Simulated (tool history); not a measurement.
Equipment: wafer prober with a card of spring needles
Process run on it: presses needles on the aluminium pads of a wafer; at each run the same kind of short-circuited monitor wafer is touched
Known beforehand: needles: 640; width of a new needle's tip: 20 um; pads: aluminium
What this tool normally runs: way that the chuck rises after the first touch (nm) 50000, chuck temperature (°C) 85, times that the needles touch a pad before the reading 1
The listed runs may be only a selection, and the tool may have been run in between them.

run   hour  way that the chuck rises after the first touch (nm)  chuck temperature (°C)  times that the needles touch a pad before the reading  resistance of one needle with its contact and lead (mohm)  way that a needle slides on the pad (nm)
  1      0                                                50000                      85                                                      1                                                        183                                     12060
  2   20.3                                                50000                      85                                                      1                                                        184                                     12070
  3   49.9                                                50000                      85                                                      1                                                        187                                     12010
  4   70.8                                                50000                      85                                                      1                                                        183                                     12040
  5     93                                                50000                      85                                                      1                                                        183                                     12110
  6    118                                                50000                      34                                                      1                                                        173                                     12010
  7  142.3                                                50000                      34                                                      1                                                        176                                     12060
  8  172.8                                                62000                      43                                                      1                                                        169                                     14870
  9  194.6                                                62000                      43                                                      1                                                        170                                     14940
 10  218.6                                                62000                      43                                                      1                                                        175                                     14990
 11  232.6                                                34000                      49                                                      1                                                        187                                      8260
 12  245.2                                                34000                      49                                                      1                                                        191                                      8230
 13  264.9                                                35000                      42                                                      2                                                        183                                      8480
 14  290.2                                                57000                      48                                                      3                                                        174                                     13710

Taken out of this log: 61 entries between the listed runs. Where each belongs, and how the hidden state differs across it:
After run 1, before run 2: tips cleaned on abrasive film (hour 2.1); tips cleaned on abrasive film (hour 7.3); tips cleaned on abrasive film (hour 12.4); tips cleaned on abrasive film (hour 17.5)
  both runs share identical hidden conditions
After run 2, before run 3: tips cleaned on abrasive film (hour 22.4); tips cleaned on abrasive film (hour 26.5); tips cleaned on abrasive film (hour 31.6); tips cleaned on abrasive film (hour 35.8); tips cleaned on abrasive film (hour 40.9); tips cleaned on abrasive film (hour 45.1); tips cleaned on abrasive film (hour 49.9)
  debris on the tips, nm: 0.2 -> 0
After run 3, before run 4: tips cleaned on abrasive film (hour 55.1); tips cleaned on abrasive film (hour 60.2); tips cleaned on abrasive film (hour 65.3); tips cleaned on abrasive film (hour 69.5)
  debris on the tips, nm: 0 -> 0.1
After run 4, before run 5: tips cleaned on abrasive film (hour 74); tips cleaned on abrasive film (hour 79.1); tips cleaned on abrasive film (hour 84.2); tips cleaned on abrasive film (hour 88.4); tips cleaned on abrasive film (hour 93)
  debris on the tips, nm: 0.1 -> 0
After run 5, before run 6: tips cleaned on abrasive film (hour 98.1); tips cleaned on abrasive film (hour 102.2); tips cleaned on abrasive film (hour 107.4); tips cleaned on abrasive film (hour 112.5); tips cleaned on abrasive film (hour 117.7)
  debris on the tips, nm: 0 -> 0.1
After run 6, before run 7: tips cleaned on abrasive film (hour 122.1); tips cleaned on abrasive film (hour 127.3); tips cleaned on abrasive film (hour 132.4); tips cleaned on abrasive film (hour 137.6); tips cleaned on abrasive film (hour 142.3)
  debris on the tips, nm: 0.1 -> 0; way that the needles fall short of the set height, um: 0.01 -> 0.02
After run 7, before run 8: tips cleaned on abrasive film (hour 147.4); tips cleaned on abrasive film (hour 152.5); tips cleaned on abrasive film (hour 157.7); tips cleaned on abrasive film (hour 161.8); tips cleaned on abrasive film (hour 166.9); tips cleaned on abrasive film (hour 172.1)
  debris on the tips, nm: 0 -> 0.1
After run 8, before run 9: tips cleaned on abrasive film (hour 176.9); tips cleaned on abrasive film (hour 181); tips cleaned on abrasive film (hour 186.2); height of the first contact set anew (hour 189.5); tips cleaned on abrasive film (hour 191.6)
  debris on the tips, nm: 0.1 -> 0.2; way that the needles fall short of the set height, um: 0.02 -> 0
After run 9, before run 10: tips cleaned on abrasive film (hour 196.6); tips cleaned on abrasive film (hour 201.7); tips cleaned on abrasive film (hour 206.8); tips cleaned on abrasive film (hour 212); tips cleaned on abrasive film (hour 217.1)
  debris on the tips, nm: 0.2 -> 0.1
After run 10, before run 11: tips cleaned on abrasive film (hour 221.8); tips cleaned on abrasive film (hour 226.9); tips cleaned on abrasive film (hour 232)
  debris on the tips, nm: 0.1 -> 0
After run 11, before run 12: tips cleaned on abrasive film (hour 236.7); tips cleaned on abrasive film (hour 241.8)
  debris on the tips, nm: 0 -> 0.2
After run 12, before run 13: tips cleaned on abrasive film (hour 246.3); tips cleaned on abrasive film (hour 251.4); tips cleaned on abrasive film (hour 256.6); tips cleaned on abrasive film (hour 261.7)
  both runs share identical hidden conditions
After run 13, before run 14: tips cleaned on abrasive film (hour 266); tips cleaned on abrasive film (hour 271.2); tips cleaned on abrasive film (hour 276.3); tips cleaned on abrasive film (hour 280.4); tips cleaned on abrasive film (hour 285.6); tips cleaned on abrasive film (hour 290.2)
  debris on the tips, nm: 0.2 -> 0; way that the needles fall short of the set height, um: 0 -> 0.01
